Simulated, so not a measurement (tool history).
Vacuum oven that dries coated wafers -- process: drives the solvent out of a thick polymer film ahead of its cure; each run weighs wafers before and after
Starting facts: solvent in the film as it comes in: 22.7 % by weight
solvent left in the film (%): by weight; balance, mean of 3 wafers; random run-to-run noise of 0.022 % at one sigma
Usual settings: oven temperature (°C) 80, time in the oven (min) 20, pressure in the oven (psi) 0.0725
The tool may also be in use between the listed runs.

run 1 hour=0 | oven_temperature_(°C)=80 time_in_the_oven_(min)=20 pressure_in_the_oven_(psi)=0.0725 | solvent_left_in_the_film_(%)=1.68
run 2 hour=30.8 | oven_temperature_(°C)=80 time_in_the_oven_(min)=20 pressure_in_the_oven_(psi)=0.0725 | solvent_left_in_the_film_(%)=1.64
-- hour=59.9 oven's thermocouples calibrated
run 3 hour=60.8 | oven_temperature_(°C)=80 time_in_the_oven_(min)=17 pressure_in_the_oven_(psi)=0.0725 | solvent_left_in_the_film_(%)=1.93
run 4 hour=89.1 | oven_temperature_(°C)=80 time_in_the_oven_(min)=17 pressure_in_the_oven_(psi)=0.0725 | solvent_left_in_the_film_(%)=1.9
run 5 hour=123.6 | oven_temperature_(°C)=80 time_in_the_oven_(min)=20 pressure_in_the_oven_(psi)=0.0725 | solvent_left_in_the_film_(%)=1.4
run 6 hour=167.7 | oven_temperature_(°C)=80 time_in_the_oven_(min)=20 pressure_in_the_oven_(psi)=0.0725 | solvent_left_in_the_film_(%)=1.38
-- hour=203.3 oven's thermocouples calibrated, once more
run 7 hour=213.5 | oven_temperature_(°C)=80 time_in_the_oven_(min)=30 pressure_in_the_oven_(psi)=0.0725 | solvent_left_in_the_film_(%)=1.2
run 8 hour=237.7 | oven_temperature_(°C)=80 time_in_the_oven_(min)=20 pressure_in_the_oven_(psi)=0.0725 | solvent_left_in_the_film_(%)=2.46
run 9 hour=262.6 | oven_temperature_(°C)=80 time_in_the_oven_(min)=20 pressure_in_the_oven_(psi)=0.0725 | solvent_left_in_the_film_(%)=2.44
run 10 hour=305.4 | oven_temperature_(°C)=80 time_in_the_oven_(min)=20 pressure_in_the_oven_(psi)=0.0869 | solvent_left_in_the_film_(%)=2.54
run 11 hour=343.5 | oven_temperature_(°C)=80 time_in_the_oven_(min)=20 pressure_in_the_oven_(psi)=0.0725 | solvent_left_in_the_film_(%)=2.44
run 12 hour=385.8 | oven_temperature_(°C)=80 time_in_the_oven_(min)=13 pressure_in_the_oven_(psi)=0.0725 | solvent_left_in_the_film_(%)=4.64
run 13 hour=416.3 | oven_temperature_(°C)=80 time_in_the_oven_(min)=13 pressure_in_the_oven_(psi)=0.0725 | solvent_left_in_the_film_(%)=4.68
run 14 hour=460.8 | oven_temperature_(°C)=80 time_in_the_oven_(min)=13 pressure_in_the_oven_(psi)=0.0725 | solvent_left_in_the_film_(%)=4.64
run 15 hour=491.4 | oven_temperature_(°C)=80 time_in_the_oven_(min)=13 pressure_in_the_oven_(psi)=0.0725 | solvent_left_in_the_film_(%)=4.62
run 16 hour=527.8 | oven_temperature_(°C)=80 time_in_the_oven_(min)=20 pressure_in_the_oven_(psi)=0.0725 | solvent_left_in_the_film_(%)=2.39
run 17 hour=551.7 | oven_temperature_(°C)=80 time_in_the_oven_(min)=20 pressure_in_the_oven_(psi)=0.0725 | solvent_left_in_the_film_(%)=2.37
run 18 hour=571.9 | oven_temperature_(°C)=80 time_in_the_oven_(min)=20 pressure_in_the_oven_(psi)=0.0725 | solvent_left_in_the_film_(%)=2.38
run 19 hour=600.8 | oven_temperature_(°C)=87 time_in_the_oven_(min)=18 pressure_in_the_oven_(psi)=0.0586 | solvent_left_in_the_film_(%)=0.99
run 20 hour=630.5 | oven_temperature_(°C)=92 time_in_the_oven_(min)=33 pressure_in_the_oven_(psi)=0.15 | solvent_left_in_the_film_(%)=0.63
run 21 hour=670.7 | oven_temperature_(°C)=93 time_in_the_oven_(min)=25 pressure_in_the_oven_(psi)=0.0902 | solvent_left_in_the_film_(%)=0.44
run 22 hour=695.2 | oven_temperature_(°C)=89 time_in_the_oven_(min)=16 pressure_in_the_oven_(psi)=0.2093 | solvent_left_in_the_film_(%)=1.4
run 23 hour=736.6 | oven_temperature_(°C)=89 time_in_the_oven_(min)=16 pressure_in_the_oven_(psi)=0.094 | solvent_left_in_the_film_(%)=1.01
run 24 hour=766.6 | oven_temperature_(°C)=89 time_in_the_oven_(min)=16 pressure_in_the_oven_(psi)=0.094 | solvent_left_in_the_film_(%)=1.03
run 25 hour=785.3 | oven_temperature_(°C)=89 time_in_the_oven_(min)=16 pressure_in_the_oven_(psi)=0.094 | solvent_left_in_the_film_(%)=1.02
run 26 hour=821.3 | oven_temperature_(°C)=89 time_in_the_oven_(min)=16 pressure_in_the_oven_(psi)=0.094 | solvent_left_in_the_film_(%)=0.99
run 27 hour=858.7 | oven_temperature_(°C)=77 time_in_the_oven_(min)=18 pressure_in_the_oven_(psi)=0.2334 | solvent_left_in_the_film_(%)=4.73
run 28 hour=895.3 | oven_temperature_(°C)=87 time_in_the_oven_(min)=21 pressure_in_the_oven_(psi)=0.0687 | solvent_left_in_the_film_(%)=0.77
run 29 hour=915.1 | oven_temperature_(°C)=77 time_in_the_oven_(min)=17 pressure_in_the_oven_(psi)=0.0573 | solvent_left_in_the_film_(%)=4.13
run 30 hour=937.9 | oven_temperature_(°C)=77 time_in_the_oven_(min)=17 pressure_in_the_oven_(psi)=0.0573 | solvent_left_in_the_film_(%)=4.19
run 31 hour=956.9 | oven_temperature_(°C)=74 time_in_the_oven_(min)=16 pressure_in_the_oven_(psi)=0.1099 | solvent_left_in_the_film_(%)=6.23
run 32 hour=988.5 | oven_temperature_(°C)=74 time_in_the_oven_(min)=11 pressure_in_the_oven_(psi)=0.0747 | solvent_left_in_the_film_(%)=8.46
run 33 hour=1014.1 | oven_temperature_(°C)=74 time_in_the_oven_(min)=11 pressure_in_the_oven_(psi)=0.0747 | solvent_left_in_the_film_(%)=8.44
run 34 hour=1044.7 | oven_temperature_(°C)=94 time_in_the_oven_(min)=20 pressure_in_the_oven_(psi)=0.1111 | solvent_left_in_the_film_(%)=0.52
run 35 hour=1063.4 | oven_temperature_(°C)=73 time_in_the_oven_(min)=20 pressure_in_the_oven_(psi)=0.282 | solvent_left_in_the_film_(%)=6.17
run 36 hour=1085 | oven_temperature_(°C)=73 time_in_the_oven_(min)=20 pressure_in_the_oven_(psi)=0.282 | solvent_left_in_the_film_(%)=6.19

Had the tool no unlogged condition, and each run kept its random variation, what would the results have been?
What the log doesn't record here: true wafer temperature over the reading, C; true pressure over the reading, kPa; drift of the gauge itself on solvent_pct, %.
run=1 solvent_left_in_the_film_(%)=2.12
run=2 solvent_left_in_the_film_(%)=2.09
run=3 solvent_left_in_the_film_(%)=2.87
run=4 solvent_left_in_the_film_(%)=2.85
run=5 solvent_left_in_the_film_(%)=2.13
run=6 solvent_left_in_the_film_(%)=2.12
run=7 solvent_left_in_the_film_(%)=0.92
run=8 solvent_left_in_the_film_(%)=2.12
run=9 solvent_left_in_the_film_(%)=2.1
run=10 solvent_left_in_the_film_(%)=2.21
run=11 solvent_left_in_the_film_(%)=2.11
run=12 solvent_left_in_the_film_(%)=4.3
run=13 solvent_left_in_the_film_(%)=4.35
run=14 solvent_left_in_the_film_(%)=4.33
run=15 solvent_left_in_the_film_(%)=4.32
run=16 solvent_left_in_the_film_(%)=2.11
run=17 solvent_left_in_the_film_(%)=2.1
run=18 solvent_left_in_the_film_(%)=2.12
run=19 solvent_left_in_the_film_(%)=0.8
run=20 solvent_left_in_the_film_(%)=0.48
run=21 solvent_left_in_the_film_(%)=0.29
run=22 solvent_left_in_the_film_(%)=1.23
run=23 solvent_left_in_the_film_(%)=0.84
run=24 solvent_left_in_the_film_(%)=0.86
run=25 solvent_left_in_the_film_(%)=0.86
run=26 solvent_left_in_the_film_(%)=0.83
run=27 solvent_left_in_the_film_(%)=4.53
run=28 solvent_left_in_the_film_(%)=0.59
run=29 solvent_left_in_the_film_(%)=3.96
run=30 solvent_left_in_the_film_(%)=4.03
run=31 solvent_left_in_the_film_(%)=6.09
run=32 solvent_left_in_the_film_(%)=8.37
run=33 solvent_left_in_the_film_(%)=8.36
run=34 solvent_left_in_the_film_(%)=0.37
run=35 solvent_left_in_the_film_(%)=6.05
run=36 solvent_left_in_the_film_(%)=6.08
